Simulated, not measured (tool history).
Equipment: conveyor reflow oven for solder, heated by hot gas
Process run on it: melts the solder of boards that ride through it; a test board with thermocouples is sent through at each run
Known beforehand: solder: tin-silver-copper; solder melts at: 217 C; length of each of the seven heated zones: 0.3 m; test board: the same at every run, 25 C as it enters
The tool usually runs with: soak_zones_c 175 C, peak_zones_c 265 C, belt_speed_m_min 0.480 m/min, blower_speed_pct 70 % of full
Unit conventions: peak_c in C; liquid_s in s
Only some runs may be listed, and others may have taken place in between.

run 1 hour=0.0 | soak_zones_c=175 peak_zones_c=265 belt_speed_m_min=0.480 blower_speed_pct=70 | peak_c=248.2 liquid_s=53.5
run 2 hour=4.7 | soak_zones_c=175 peak_zones_c=265 belt_speed_m_min=0.480 blower_speed_pct=70 | peak_c=248.4 liquid_s=54.0
run 3 hour=12.4 | soak_zones_c=175 peak_zones_c=265 belt_speed_m_min=0.480 blower_speed_pct=70 | peak_c=248.9 liquid_s=54.2
run 4 hour=21.5 | soak_zones_c=175 peak_zones_c=265 belt_speed_m_min=0.480 blower_speed_pct=70 | peak_c=248.0 liquid_s=53.2
run 5 hour=29.2 | soak_zones_c=175 peak_zones_c=265 belt_speed_m_min=0.480 blower_speed_pct=58 | peak_c=245.2 liquid_s=50.3
run 6 hour=33.4 | soak_zones_c=175 peak_zones_c=265 belt_speed_m_min=0.480 blower_speed_pct=70 | peak_c=248.5 liquid_s=53.8
run 7 hour=39.7 | soak_zones_c=175 peak_zones_c=269 belt_speed_m_min=0.480 blower_speed_pct=70 | peak_c=251.5 liquid_s=56.4
run 8 hour=47.5 | soak_zones_c=175 peak_zones_c=253 belt_speed_m_min=0.480 blower_speed_pct=70 | peak_c=238.5 liquid_s=43.7
run 9 hour=55.6 | soak_zones_c=175 peak_zones_c=253 belt_speed_m_min=0.480 blower_speed_pct=70 | peak_c=237.7 liquid_s=44.3
run 10 hour=59.7 | soak_zones_c=175 peak_zones_c=265 belt_speed_m_min=0.480 blower_speed_pct=70 | peak_c=248.2 liquid_s=53.2
run 11 hour=64.8 | soak_zones_c=175 peak_zones_c=265 belt_speed_m_min=0.480 blower_speed_pct=70 | peak_c=248.5 liquid_s=53.7
run 12 hour=74.1 | soak_zones_c=175 peak_zones_c=265 belt_speed_m_min=0.480 blower_speed_pct=70 | peak_c=247.9 liquid_s=53.3
run 13 hour=83.2 | soak_zones_c=175 peak_zones_c=263 belt_speed_m_min=0.480 blower_speed_pct=70 | peak_c=246.2 liquid_s=52.2
run 14 hour=91.1 | soak_zones_c=175 peak_zones_c=279 belt_speed_m_min=0.480 blower_speed_pct=70 | peak_c=260.2 liquid_s=61.3
run 15 hour=95.4 | soak_zones_c=175 peak_zones_c=253 belt_speed_m_min=0.480 blower_speed_pct=70 | peak_c=237.8 liquid_s=44.0
run 16 hour=104.4 | soak_zones_c=175 peak_zones_c=253 belt_speed_m_min=0.480 blower_speed_pct=70 | peak_c=238.0 liquid_s=44.3
run 17 hour=111.3 | soak_zones_c=175 peak_zones_c=256 belt_speed_m_min=0.480 blower_speed_pct=58 | peak_c=237.6 liquid_s=42.7
run 18 hour=121.0 | soak_zones_c=175 peak_zones_c=259 belt_speed_m_min=0.480 blower_speed_pct=70 | peak_c=242.8 liquid_s=49.0
run 19 hour=126.4 | soak_zones_c=175 peak_zones_c=259 belt_speed_m_min=0.480 blower_speed_pct=70 | peak_c=243.4 liquid_s=49.7
run 20 hour=135.0 | soak_zones_c=175 peak_zones_c=265 belt_speed_m_min=0.390 blower_speed_pct=74 | peak_c=254.6 liquid_s=73.5
run 21 hour=141.2 | soak_zones_c=175 peak_zones_c=257 belt_speed_m_min=0.480 blower_speed_pct=73 | peak_c=241.8 liquid_s=48.2
run 22 hour=153.2 | soak_zones_c=175 peak_zones_c=268 belt_speed_m_min=0.480 blower_speed_pct=70 | peak_c=249.3 liquid_s=54.6
run 23 hour=162.3 | soak_zones_c=167 peak_zones_c=268 belt_speed_m_min=0.480 blower_speed_pct=59 | peak_c=245.9 liquid_s=47.5
run 24 hour=169.2 | soak_zones_c=176 peak_zones_c=279 belt_speed_m_min=0.422 blower_speed_pct=56 | peak_c=260.1 liquid_s=70.7
run 25 hour=176.6 | soak_zones_c=177 peak_zones_c=256 belt_speed_m_min=0.460 blower_speed_pct=70 | peak_c=241.4 liquid_s=50.7
run 26 hour=184.3 | soak_zones_c=177 peak_zones_c=264 belt_speed_m_min=0.460 blower_speed_pct=70 | peak_c=248.5 liquid_s=56.6
run 27 hour=191.9 | soak_zones_c=185 peak_zones_c=269 belt_speed_m_min=0.562 blower_speed_pct=57 | peak_c=242.9 liquid_s=43.3
run 28 hour=197.1 | soak_zones_c=185 peak_zones_c=269 belt_speed_m_min=0.562 blower_speed_pct=76 | peak_c=248.8 liquid_s=48.4
run 29 hour=211.2 | soak_zones_c=183 peak_zones_c=274 belt_speed_m_min=0.433 blower_speed_pct=76 | peak_c=261.7 liquid_s=73.4
run 30 hour=216.7 | soak_zones_c=161 peak_zones_c=262 belt_speed_m_min=0.388 blower_speed_pct=66 | peak_c=248.6 liquid_s=64.3
run 31 hour=226.3 | soak_zones_c=161 peak_zones_c=262 belt_speed_m_min=0.388 blower_speed_pct=66 | peak_c=248.7 liquid_s=63.4
run 32 hour=234.1 | soak_zones_c=161 peak_zones_c=262 belt_speed_m_min=0.388 blower_speed_pct=66 | peak_c=248.7 liquid_s=63.6

Put back what was entered between runs (2 entries, withheld): which listed runs does each sit between, and how does the hidden state differ from the listed run before to the listed run after?
Runs 21 to 22: flux residue cleaned out of gas plates and filters (hour 147.1)
  heat that the gas passes to the board, % of a clean oven's: 97.2 -> 95.6; belt's true speed, % of the reading: 99.05 -> 99.04; true gas temperature in zones 6 and 7 over the reading, C: -0.22 -> -0.23
  the result without the hidden state subtracted from the measured one, peak_c: -0.5 -> -1.0 C; liquid_s: -0.3 -> -0.4 s
Runs 28 to 29: flux residue cleaned out of gas plates and filters, once more (hour 210.9)
  heat that the gas passes to the board, % of a clean oven's: 95 -> 99.5; belt's true speed, % of the reading: 99.01 -> 99; true gas temperature in zones 6 and 7 over the reading, C: -0.3 -> -0.31
  the result without the hidden state subtracted from the measured one, peak_c: -1.3 -> -0.1 C; liquid_s: -0.7 -> +0.7 s
